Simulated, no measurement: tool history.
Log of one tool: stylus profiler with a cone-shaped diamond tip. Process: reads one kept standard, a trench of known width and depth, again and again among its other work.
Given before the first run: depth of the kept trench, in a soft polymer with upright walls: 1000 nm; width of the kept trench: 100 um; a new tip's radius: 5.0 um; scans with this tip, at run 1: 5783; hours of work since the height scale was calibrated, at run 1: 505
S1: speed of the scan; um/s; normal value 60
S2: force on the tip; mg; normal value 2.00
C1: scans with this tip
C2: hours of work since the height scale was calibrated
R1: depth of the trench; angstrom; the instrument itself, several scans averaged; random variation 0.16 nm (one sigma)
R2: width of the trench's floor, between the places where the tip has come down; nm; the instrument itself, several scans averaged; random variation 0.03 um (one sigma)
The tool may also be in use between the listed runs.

run	hour	S1	S2	C1	C2	R1	R2
1	0.0	60	2.00	5783	505	10130.7	90640
2	9.1	60	2.00	5860	511	10132.8	90560
3	20.7	31	2.00	5959	520	10130.1	90570
4	31.6	167	2.00	6051	528	10133.7	90250
5	46.3	167	2.00	6176	539	10130.1	90240
6	61.6	167	1.17	6305	550	10093.9	90060
7	70.4	167	1.17	6380	557	10096.9	90020
8	88.0	167	1.17	6529	570	10095.7	89950
9	95.3	167	1.17	6591	575	10094.9	89980
10	105.2	167	4.04	6674	582	10201.8	90090
11	117.8	167	4.04	6781	592	10203.9	90010
12	127.3	60	0.85	6862	599	10079.5	90070
13	144.7	60	2.00	7009	611	10131.7	90040
# hour 146.3: height scale calibrated on a step standard
14	152.7	60	2.00	7072	5	10137.0	90030
15	167.7	121	5.11	7200	16	10241.4	89930
16	181.5	121	5.11	7317	26	10243.4	89900
# hour 192.3: height scale calibrated on a step standard, once more
17	193.5	121	5.11	7414	1	10224.9	89840
18	206.1	22	1.28	7521	10	10088.1	89900
19	224.0	202	3.81	7673	23	10183.8	89600
20	233.1	202	3.81	7750	30	10186.3	89600
21	251.0	150	1.39	7901	43	10094.7	89390
22	265.4	62	3.84	8024	54	10187.7	89590
23	278.8	62	3.84	8136	64	10186.5	89600
24	289.0	69	1.18	8223	71	10083.1	89480
25	303.8	69	1.18	8349	82	10085.6	89460
26	316.8	46	1.62	8459	92	10105.9	89450
27	325.0	133	3.01	8528	98	10156.8	89260

Branching from run 27: 5 alternative next runs. What would each branch give?
A	340.3	45	3.01	8658	109	?	?
B	340.3	239	3.62	8658	109	?	?
C	340.3	51	3.07	8658	109	?	?
D	340.3	33	1.29	8658	109	?	?
E	340.3	153	1.41	8658	109	?	?

run	R1	R2
A	10157.8	89390
B	10177.8	89140
C	10159.0	89370
D	10087.4	89430
E	10094.8	89150
The same runs, with their run-to-run variation unchanged, on a tool lacking any hidden condition would have given:
run	R1	R2
A	10157.2	93930
B	10177.2	93680
C	10158.4	93910
D	10086.8	93970
E	10094.2	93690
